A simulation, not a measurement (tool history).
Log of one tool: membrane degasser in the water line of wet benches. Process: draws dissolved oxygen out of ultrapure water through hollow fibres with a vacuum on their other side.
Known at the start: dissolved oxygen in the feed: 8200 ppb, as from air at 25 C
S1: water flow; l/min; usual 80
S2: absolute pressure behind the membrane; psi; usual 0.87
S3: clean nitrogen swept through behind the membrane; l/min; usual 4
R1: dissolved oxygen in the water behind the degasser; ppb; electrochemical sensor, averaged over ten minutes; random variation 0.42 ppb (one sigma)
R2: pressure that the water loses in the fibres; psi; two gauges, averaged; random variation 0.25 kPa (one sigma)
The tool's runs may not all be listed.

run	hour	S1	S2	S3	R1	R2
1	0	80	0.87	4	129.7	9.715
2	58.6	80	1.172	4	220	9.725
3	116.6	80	1.172	4	220	9.81
4	179.6	80	1.172	4	219.6	9.733
5	228.4	80	1.172	4	219	9.758
6	261.4	70	1.172	4	193.7	8.475
# hour 265.9: vacuum gauge calibrated
7	322.8	80	0.87	4	131.7	9.723
8	367	80	0.87	4	131.5	9.8
9	400.4	80	0.666	4	69.2	9.747
10	445.1	99	1.079	2.85	311.3	12.056
11	479.9	51	0.857	2.22	139.4	6.228
# hour 522.3: vacuum gauge calibrated, once more
# hour 530.6: seals of the vacuum lines changed
12	545.6	101	0.87	2.34	247	12.279
13	612.8	101	0.87	2.34	246.2	12.28

4 ways to go on from here, each from the tool as it stands after run 13. What would each give?
A	650	80	0.87	10.75	?	?
B	650	86	2.042	4	?	?
C	650	80	1.391	8.27	?	?
D	650	106	1.977	5.71	?	?

run	R1	R2
A	54.8	9.797
B	496.9	10.488
C	149.4	9.876
D	429.8	12.984
Without the tool's hidden state the same runs would have given:
run	R1	R2
A	54.1	9.683
B	495.4	10.366
C	148.5	9.761
D	427.9	12.833
